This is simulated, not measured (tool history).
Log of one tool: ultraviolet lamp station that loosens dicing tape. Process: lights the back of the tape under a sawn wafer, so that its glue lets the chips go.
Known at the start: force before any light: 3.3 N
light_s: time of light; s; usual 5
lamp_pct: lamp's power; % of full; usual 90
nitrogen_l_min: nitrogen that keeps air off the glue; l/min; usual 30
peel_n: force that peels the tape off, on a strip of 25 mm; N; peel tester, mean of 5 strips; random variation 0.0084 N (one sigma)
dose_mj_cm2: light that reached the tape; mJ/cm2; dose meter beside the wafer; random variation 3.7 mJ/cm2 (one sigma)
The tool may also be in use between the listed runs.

run	hour	light_s	lamp_pct	nitrogen_l_min	peel_n	dose_mj_cm2
1	0	5	90	30	0.347	583
2	6.7	5	90	15	0.481	578
3	15.2	5	90	30	0.361	581
4	21.3	5	90	30	0.361	580
5	26.3	5	90	30	0.365	576
6	30.2	5	90	30	0.351	572
7	36	5	72	30	0.463	457
8	44.3	8	72	30	0.296	734
9	50.6	8	72	30	0.29	733
10	57.7	5	90	30	0.362	566
11	66.7	3	75	21	0.955	288
12	75.5	3	75	21	0.943	284
# hour 76.5: window cleaned of glue's vapour
13	84.8	10	73	40	0.263	917
14	93.4	7	80	30	0.288	698
15	98.3	8	61	14	0.429	605
# hour 102.9: window cleaned of glue's vapour, once more
16	102.9	5	65	20	0.593	415
17	109.9	5	65	20	0.61	412
18	115.3	5	90	11	0.511	578
19	124.3	6	61	22	0.497	466
20	130.9	5	64	12	0.8	408

Forecast each of these 4 alternatives for the next run:
A	137.6	5	97	46	?	?
B	137.6	3	90	11	?	?
C	137.6	6	85	41	?	?
D	137.6	5	64	47	?	?

run	peel_n	dose_mj_cm2
A	0.303	612
B	0.974	346
C	0.302	652
D	0.469	407
Without the tool's hidden state the same runs would have given:
run	peel_n	dose_mj_cm2
A	0.289	653
B	0.907	369
C	0.289	695
D	0.432	435
